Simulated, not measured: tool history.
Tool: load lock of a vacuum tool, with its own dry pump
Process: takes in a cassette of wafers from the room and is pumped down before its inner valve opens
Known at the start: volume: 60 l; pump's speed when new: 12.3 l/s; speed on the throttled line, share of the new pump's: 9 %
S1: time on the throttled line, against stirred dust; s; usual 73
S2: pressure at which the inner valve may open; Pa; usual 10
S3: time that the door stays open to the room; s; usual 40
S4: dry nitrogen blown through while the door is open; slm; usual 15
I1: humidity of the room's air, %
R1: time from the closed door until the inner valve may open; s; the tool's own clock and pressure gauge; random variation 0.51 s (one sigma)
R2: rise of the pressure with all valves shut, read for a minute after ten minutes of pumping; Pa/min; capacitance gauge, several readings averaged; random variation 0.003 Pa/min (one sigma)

run    hour   S1  S2   S3  S4    I1     R1     R2
  1     0.0   73  10   40  15  44.8  116.1  0.029
  2   123.5   73  10   40   5  44.0  115.3  0.039
  3   215.7   73  10   40   5  48.1  116.6  0.038
  4   306.4   73  10   40   5  48.5  115.3  0.042
  5   417.1   73  10   40  15  42.3  115.1  0.029
  6   478.6   73  10   40  15  45.4  115.9  0.029
  7   610.3   73  10   40  15  44.9  115.8  0.027
  8   697.5   73  10   40  15  44.6  115.2  0.029
  9   830.5   73  10   40  15  44.6  115.4  0.031
 10   965.8   73  10   40  15  49.5  115.8  0.034
 11  1054.4   73  10   40  15  46.0  115.7  0.032
 12  1189.2   73   9   40  15  44.3  116.4  0.033
 13  1269.3   73  10   40  15  45.4  115.8  0.029
 14  1406.4   73  10  228  15  44.6  116.2  0.047
 15  1550.9   73  10  228  15  45.8  115.8  0.047
 16  1671.6   73  10  228  15  44.7  115.9  0.047
 17  1752.3   73  10  228  15  47.9  116.3  0.050
 18  1824.3   73  10  228  15  43.7  115.8  0.046
 19  1924.7  134  10   25  15  43.9  170.9  0.030
 20  2013.6   73  10   26  10  44.3  116.7  0.030
 21  2148.6   73  10   36  15  47.4  116.0  0.035
 22  2224.1   55  10   40  15  42.7   99.8  0.029
 23  2358.6   55  10   40  15  44.5  100.2  0.033
 24  2419.6   44  10   43  15  48.6   90.2  0.037
 25  2492.6   73  16   40  15  47.0  113.0  0.038
 26  2569.8   73   7  181   4  45.1  118.8  0.060
 27  2713.2   73   7  181   4  44.5  119.0  0.064
 28  2790.3   73  10   29  32  44.0  117.4  0.029
 29  2925.9   73  10   29  32  47.4  117.3  0.030
 30  3010.2   43  18   62  17  42.1   86.0  0.036
 31  3106.9   73   7   40  27  46.8  119.3  0.034
 32  3204.3   73   7   40  29  47.7  119.3  0.027
 33  3267.1   73  14   40  29  45.3  115.5  0.038
 34  3345.0   85  19   40  29  47.0  123.5  0.033
 35  3447.6   73  18   27  10  43.9  113.5  0.035
 36  3587.0   65  10   40  15  43.4  109.6  0.039

Forecast each of these 4 alternatives for the next run:
  A  3691.0  48  10  175  36  46.5   ?   ?
  B  3691.0  73  10   40   4  44.6   ?   ?
  C  3691.0  48  14   40  18  47.2   ?   ?
  D  3691.0  65  10   40   7  44.1   ?   ?

run     R1     R2
  A   93.4  0.038
  B  116.8  0.048
  C   93.7  0.041
  D  110.1  0.047
Without the tool's hidden state the same runs would have given:
run     R1     R2
  A   88.2  0.023
  B  111.7  0.032
  C   88.6  0.025
  D  104.9  0.031
